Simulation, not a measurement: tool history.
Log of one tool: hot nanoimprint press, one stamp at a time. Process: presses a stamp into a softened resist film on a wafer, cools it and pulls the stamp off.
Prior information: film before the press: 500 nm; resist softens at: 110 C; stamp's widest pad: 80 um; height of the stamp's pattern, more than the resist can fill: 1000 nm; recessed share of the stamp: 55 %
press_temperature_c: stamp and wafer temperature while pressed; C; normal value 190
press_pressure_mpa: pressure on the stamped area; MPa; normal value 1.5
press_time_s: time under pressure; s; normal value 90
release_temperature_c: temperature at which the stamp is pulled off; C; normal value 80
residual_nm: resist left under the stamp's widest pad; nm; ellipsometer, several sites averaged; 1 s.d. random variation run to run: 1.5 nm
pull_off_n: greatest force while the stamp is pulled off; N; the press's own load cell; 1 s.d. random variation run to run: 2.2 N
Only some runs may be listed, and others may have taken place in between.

Run 1, hour 0: usual settings. Result: residual_nm 238.5 nm, pull_off_n 112 N.
Run 2, hour 25.9: usual settings. Result: residual_nm 236.7 nm, pull_off_n 110 N.
Run 3, hour 62.4: usual settings. Result: residual_nm 235.8 nm, pull_off_n 116 N.
Run 4, hour 99.4: usual settings. Result: residual_nm 236 nm, pull_off_n 120 N.
Run 5, hour 134.8: usual settings. Result: residual_nm 234.6 nm, pull_off_n 123 N.
Run 6, hour 162: usual settings. Result: residual_nm 233.6 nm, pull_off_n 122 N.
Run 7, hour 181.6: usual settings but release_temperature_c 69 C. Result: residual_nm 233.4 nm, pull_off_n 142 N.
Run 8, hour 210.7: usual settings but release_temperature_c 69 C. Result: residual_nm 233.4 nm, pull_off_n 147 N.
Run 9, hour 252.4: usual settings but press_time_s 175 s. Result: residual_nm 176.8 nm, pull_off_n 127 N.
Run 10, hour 276.7: usual settings. Result: residual_nm 227.9 nm, pull_off_n 132 N.
Run 11, hour 297.9: usual settings. Result: residual_nm 231.8 nm, pull_off_n 130 N.
Run 12, hour 327.1: usual settings. Result: residual_nm 228.1 nm, pull_off_n 129 N.
At hour 357.7: plate thermocouple calibrated.
Run 13, hour 370.2: usual settings but press_temperature_c 192 C. Result: residual_nm 208 nm, pull_off_n 132 N.
Run 14, hour 399.9: usual settings. Result: residual_nm 227.5 nm, pull_off_n 138 N.
Run 15, hour 424.1: usual settings but press_temperature_c 192 C. Result: residual_nm 210.2 nm, pull_off_n 138 N.
Run 16, hour 460.3: usual settings but press_temperature_c 192 C. Result: residual_nm 206.9 nm, pull_off_n 137 N.
Run 17, hour 508: usual settings but press_temperature_c 195 C, press_pressure_mpa 2.18 MPa, press_time_s 156 s, release_temperature_c 72 C. Result: residual_nm 119.8 nm, pull_off_n 162 N.
At hour 525.8: stamp cleaned and given a new release coat.
Run 18, hour 538.3: usual settings but press_temperature_c 195 C, release_temperature_c 83 C. Result: residual_nm 180.3 nm, pull_off_n 87 N.
Run 19, hour 570.9: usual settings but press_temperature_c 189 C. Result: residual_nm 231.3 nm, pull_off_n 96 N.
Run 20, hour 594.9: usual settings but press_temperature_c 197 C, press_pressure_mpa 1.51 MPa, press_time_s 51 s, release_temperature_c 70 C. Result: residual_nm 206.2 nm, pull_off_n 115 N.
At hour 606.2: plate thermocouple calibrated, once more.
Run 21, hour 619: usual settings but release_temperature_c 71 C. Result: residual_nm 242.3 nm, pull_off_n 120 N.
Run 22, hour 649.8: usual settings but release_temperature_c 71 C. Result: residual_nm 242.9 nm, pull_off_n 121 N.

What will run 23 give?
Run 23, hour 682.5: usual settings but press_pressure_mpa 1 MPa, release_temperature_c 81 C. Result: residual_nm ?, pull_off_n ?.

residual_nm: 282.7 nm
pull_off_n: 106 N
Without the tool's hidden state the same run would have given residual_nm 283.3 nm, pull_off_n 96 N.
